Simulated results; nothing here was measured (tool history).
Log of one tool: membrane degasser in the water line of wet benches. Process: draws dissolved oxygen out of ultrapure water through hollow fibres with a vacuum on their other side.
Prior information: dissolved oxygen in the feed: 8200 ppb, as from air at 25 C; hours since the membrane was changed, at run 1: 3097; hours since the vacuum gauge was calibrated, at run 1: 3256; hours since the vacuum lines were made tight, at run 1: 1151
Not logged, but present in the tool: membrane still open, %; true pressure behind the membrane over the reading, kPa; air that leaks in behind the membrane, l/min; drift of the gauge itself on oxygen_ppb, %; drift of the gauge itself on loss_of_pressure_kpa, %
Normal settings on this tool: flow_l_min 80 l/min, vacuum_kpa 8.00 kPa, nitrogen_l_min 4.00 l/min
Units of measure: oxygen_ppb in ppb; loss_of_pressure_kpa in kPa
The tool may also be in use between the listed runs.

| run | hour | flow_l_min | vacuum_kpa | nitrogen_l_min | hours since the membrane was changed | hours since the vacuum gauge was calibrated | hours since the vacuum lines were made tight | oxygen_ppb | loss_of_pressure_kpa |
|---|---|---|---|---|---|---|---|---|---|
| 1 | 0.0 | 80 | 8.00 | 4.00 | 3097 | 3256 | 1151 | 227.0 | 38.13 |
| 2 | 88.2 | 80 | 8.00 | 4.00 | 3185 | 3344 | 1239 | 228.9 | 38.59 |
| 3 | 149.2 | 80 | 5.14 | 4.00 | 3246 | 3405 | 1300 | 104.2 | 38.47 |
| 4 | 237.4 | 80 | 8.00 | 4.00 | 3335 | 3493 | 1388 | 227.6 | 38.39 |
| 5 | 291.9 | 80 | 8.00 | 4.00 | 3389 | 3548 | 1443 | 226.3 | 38.54 |
| 6 | 348.5 | 80 | 8.00 | 6.43 | 3446 | 3604 | 1499 | 153.0 | 38.42 |
| 7 | 442.4 | 58 | 8.00 | 6.43 | 3540 | 3698 | 1593 | 108.2 | 28.01 |
| 8 | 516.9 | 58 | 8.00 | 6.43 | 3614 | 3773 | 1668 | 107.0 | 27.66 |
| 9 | 577.3 | 58 | 8.00 | 6.43 | 3675 | 3833 | 1728 | 106.7 | 27.76 |
| 10 | 631.8 | 80 | 8.00 | 4.04 | 3729 | 3888 | 1783 | 227.8 | 38.47 |
| 11 | 685.4 | 80 | 8.00 | 4.04 | 3783 | 3941 | 1836 | 228.6 | 38.80 |
| 12 | 747.5 | 80 | 8.00 | 4.04 | 3845 | 4003 | 1898 | 227.4 | 38.28 |
| 13 | 821.7 | 80 | 8.00 | 4.04 | 3919 | 4078 | 1973 | 227.4 | 38.80 |
| 14 | 921.9 | 80 | 8.00 | 4.04 | 4019 | 4178 | 2073 | 222.9 | 38.62 |
| 15 | 1026.9 | 80 | 8.00 | 4.04 | 4124 | 4283 | 2178 | 228.7 | 38.41 |
| 16 | 1120.9 | 80 | 8.00 | 4.00 | 4218 | 4377 | 2272 | 229.7 | 38.78 |
| 17 | 1185.3 | 77 | 8.00 | 9.44 | 4283 | 4441 | 2336 | 109.1 | 37.13 |
|  | 1242.8 | vacuum gauge calibrated |
| 18 | 1273.4 | 80 | 5.78 | 3.84 | 4370 | 31 | 2424 | 140.4 | 38.59 |
| 19 | 1316.0 | 95 | 8.00 | 4.00 | 4413 | 73 | 2466 | 283.2 | 45.63 |
| 20 | 1402.8 | 107 | 8.51 | 2.54 | 4500 | 160 | 2553 | 485.6 | 51.55 |
| 21 | 1447.5 | 107 | 8.51 | 2.54 | 4544 | 205 | 2598 | 487.8 | 51.40 |
| 22 | 1550.9 | 63 | 8.51 | 3.09 | 4648 | 308 | 2701 | 242.9 | 30.39 |
| 23 | 1609.7 | 63 | 8.51 | 3.09 | 4706 | 367 | 2760 | 249.9 | 30.90 |
| 24 | 1706.6 | 57 | 8.51 | 4.03 | 4803 | 464 | 2857 | 177.8 | 27.62 |
| 25 | 1749.7 | 109 | 5.85 | 4.48 | 4846 | 507 | 2900 | 199.8 | 52.79 |
|  | 1781.8 | vacuum gauge calibrated, once more |
| 26 | 1818.8 | 63 | 5.39 | 4.21 | 4915 | 37 | 2969 | 79.7 | 30.40 |
| 27 | 1909.1 | 86 | 13.52 | 1.75 | 5005 | 127 | 3059 | 907.8 | 41.72 |
| 28 | 2007.7 | 86 | 13.52 | 1.75 | 5104 | 226 | 3158 | 909.3 | 41.50 |
| 29 | 2085.2 | 89 | 5.51 | 7.40 | 5181 | 303 | 3235 | 90.6 | 43.25 |
| 30 | 2139.3 | 93 | 9.86 | 8.60 | 5236 | 357 | 3289 | 199.4 | 45.28 |
| 31 | 2208.0 | 84 | 17.90 | 8.60 | 5304 | 426 | 3358 | 352.5 | 40.69 |
| 32 | 2311.6 | 112 | 9.35 | 2.55 | 5408 | 530 | 3462 | 561.9 | 54.05 |

Branching from run 32: 4 alternative next runs. What would each branch give?
| A | 2412.3 | 112 | 17.96 | 10.70 | 5509 | 630 | 3562 | ? | ? |
| B | 2412.3 | 101 | 11.32 | 7.72 | 5509 | 630 | 3562 | ? | ? |
| C | 2412.3 | 103 | 6.97 | 8.83 | 5509 | 630 | 3562 | ? | ? |
| D | 2412.3 | 112 | 6.11 | 10.79 | 5509 | 630 | 3562 | ? | ? |

| run | oxygen_ppb | loss_of_pressure_kpa |
|---|---|---|
| A | 420.2 | 54.62 |
| B | 280.8 | 49.17 |
| C | 147.5 | 49.48 |
| D | 137.8 | 54.53 |
Without the tool's unlogged condition, the same runs would have read:
| run | oxygen_ppb | loss_of_pressure_kpa |
|---|---|---|
| A | 413.5 | 53.44 |
| B | 276.0 | 48.11 |
| C | 142.4 | 48.40 |
| D | 131.2 | 53.35 |
